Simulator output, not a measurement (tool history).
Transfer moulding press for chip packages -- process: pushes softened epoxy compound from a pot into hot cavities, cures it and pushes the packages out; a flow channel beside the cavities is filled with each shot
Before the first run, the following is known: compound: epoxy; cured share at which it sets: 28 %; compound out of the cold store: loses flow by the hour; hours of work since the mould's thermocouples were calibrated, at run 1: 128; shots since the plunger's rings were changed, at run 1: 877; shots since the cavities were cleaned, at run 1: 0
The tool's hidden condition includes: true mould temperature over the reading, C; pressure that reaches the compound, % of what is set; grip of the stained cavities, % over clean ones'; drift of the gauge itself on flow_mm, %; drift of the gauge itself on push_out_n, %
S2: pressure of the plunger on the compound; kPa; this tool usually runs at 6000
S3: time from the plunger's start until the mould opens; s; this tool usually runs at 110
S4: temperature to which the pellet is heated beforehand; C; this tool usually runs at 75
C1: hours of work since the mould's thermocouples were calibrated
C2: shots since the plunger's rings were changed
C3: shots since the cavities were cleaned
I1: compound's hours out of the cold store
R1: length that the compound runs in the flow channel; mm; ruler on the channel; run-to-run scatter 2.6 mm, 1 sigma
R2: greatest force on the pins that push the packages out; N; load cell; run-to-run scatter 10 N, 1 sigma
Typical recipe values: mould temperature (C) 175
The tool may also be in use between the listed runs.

{"run": 1, "hour": 0.0, "mould temperature (C)": 175, "S2": 6000, "S3": 110, "S4": 75, "C1": 128, "C2": 877, "C3": 0, "I1": 26.8, "R1": 693, "R2": 465}
{"hour": 48.9, "done": "cavities cleaned with cleaning compound and waxed"}
{"run": 2, "hour": 78.7, "mould temperature (C)": 175, "S2": 6000, "S3": 110, "S4": 75, "C1": 187, "C2": 1809, "C3": 360, "I1": 42.1, "R1": 632, "R2": 801}
{"hour": 98.1, "done": "cavities cleaned with cleaning compound and waxed"}
{"run": 3, "hour": 140.3, "mould temperature (C)": 175, "S2": 6000, "S3": 110, "S4": 75, "C1": 232, "C2": 2535, "C3": 510, "I1": 47.5, "R1": 602, "R2": 877}
{"hour": 146.2, "done": "cavities cleaned with cleaning compound and waxed"}
{"hour": 194.6, "done": "cavities cleaned with cleaning compound and waxed"}
{"run": 4, "hour": 194.6, "mould temperature (C)": 175, "S2": 6000, "S3": 101, "S4": 75, "C1": 271, "C2": 3153, "C3": 0, "I1": 19.3, "R1": 714, "R2": 523}
{"hour": 242.6, "done": "cavities cleaned with cleaning compound and waxed"}
{"run": 5, "hour": 263.0, "mould temperature (C)": 175, "S2": 6000, "S3": 110, "S4": 75, "C1": 321, "C2": 3961, "C3": 247, "I1": 47.5, "R1": 594, "R2": 745}
{"hour": 293.6, "done": "cavities cleaned with cleaning compound and waxed"}
{"hour": 345.3, "done": "cavities cleaned with cleaning compound and waxed"}
{"run": 6, "hour": 352.4, "mould temperature (C)": 175, "S2": 6000, "S3": 110, "S4": 75, "C1": 386, "C2": 5003, "C3": 86, "I1": 27.3, "R1": 667, "R2": 596}
{"hour": 385.8, "done": "plunger's sealing rings changed"}
{"run": 7, "hour": 391.0, "mould temperature (C)": 175, "S2": 6000, "S3": 110, "S4": 75, "C1": 414, "C2": 61, "C3": 521, "I1": 47.7, "R1": 615, "R2": 850}
{"hour": 400.0, "done": "cavities cleaned with cleaning compound and waxed"}
{"hour": 444.9, "done": "cavities cleaned with cleaning compound and waxed"}
{"run": 8, "hour": 452.8, "mould temperature (C)": 175, "S2": 6780, "S3": 110, "S4": 75, "C1": 458, "C2": 771, "C3": 95, "I1": 36.6, "R1": 697, "R2": 615}
{"hour": 494.4, "done": "cavities cleaned with cleaning compound and waxed"}
{"run": 9, "hour": 517.9, "mould temperature (C)": 175, "S2": 6780, "S3": 110, "S4": 75, "C1": 506, "C2": 1539, "C3": 284, "I1": 29.8, "R1": 721, "R2": 758}
{"hour": 541.0, "done": "mould's thermocouples calibrated"}
{"hour": 542.5, "done": "cavities cleaned with cleaning compound and waxed"}
{"hour": 591.9, "done": "cavities cleaned with cleaning compound and waxed"}
{"run": 10, "hour": 610.5, "mould temperature (C)": 175, "S2": 6780, "S3": 110, "S4": 75, "C1": 50, "C2": 2596, "C3": 225, "I1": 21.9, "R1": 754, "R2": 731}
{"hour": 644.1, "done": "cavities cleaned with cleaning compound and waxed"}
{"run": 11, "hour": 653.3, "mould temperature (C)": 175, "S2": 6780, "S3": 110, "S4": 75, "C1": 81, "C2": 3094, "C3": 111, "I1": 39.3, "R1": 673, "R2": 640}
{"hour": 689.6, "done": "cavities cleaned with cleaning compound and waxed"}
{"run": 12, "hour": 716.8, "mould temperature (C)": 175, "S2": 6050, "S3": 110, "S4": 75, "C1": 128, "C2": 3843, "C3": 329, "I1": 19.8, "R1": 716, "R2": 829}
{"hour": 738.4, "done": "cavities cleaned with cleaning compound and waxed"}
{"hour": 784.3, "done": "cavities cleaned with cleaning compound and waxed"}
{"run": 13, "hour": 791.5, "mould temperature (C)": 176, "S2": 6590, "S3": 123, "S4": 75, "C1": 182, "C2": 4708, "C3": 87, "I1": 10.7, "R1": 783, "R2": 569}
{"hour": 835.4, "done": "cavities cleaned with cleaning compound and waxed"}
{"hour": 849.6, "done": "plunger's sealing rings changed"}
{"run": 14, "hour": 853.1, "mould temperature (C)": 176, "S2": 6590, "S3": 123, "S4": 75, "C1": 226, "C2": 43, "C3": 184, "I1": 34.6, "R1": 698, "R2": 631}
{"hour": 883.4, "done": "cavities cleaned with cleaning compound and waxed"}
{"run": 15, "hour": 926.3, "mould temperature (C)": 178, "S2": 6000, "S3": 110, "S4": 72, "C1": 280, "C2": 908, "C3": 517, "I1": 9, "R1": 770, "R2": 847}
{"hour": 933.9, "done": "cavities cleaned with cleaning compound and waxed"}
{"hour": 980.1, "done": "cavities cleaned with cleaning compound and waxed"}
{"run": 16, "hour": 1003.5, "mould temperature (C)": 175, "S2": 6030, "S3": 110, "S4": 72, "C1": 336, "C2": 1804, "C3": 283, "I1": 32.8, "R1": 671, "R2": 772}

Forecast run 17:
{"hour": 1028.4, "done": "cavities cleaned with cleaning compound and waxed"}
{"hour": 1073.5, "done": "cavities cleaned with cleaning compound and waxed"}
{"run": 17, "hour": 1091.1, "mould temperature (C)": 175, "S2": 6030, "S3": 110, "S4": 72, "C1": 400, "C2": 2825, "C3": 213, "I1": 28.7, "R1": "?", "R2": "?"}

R1: 679 mm
R2: 686 N
With the hidden condition absent and the run-to-run variation left alone, this run would have shown R1 695 mm, R2 461 N.
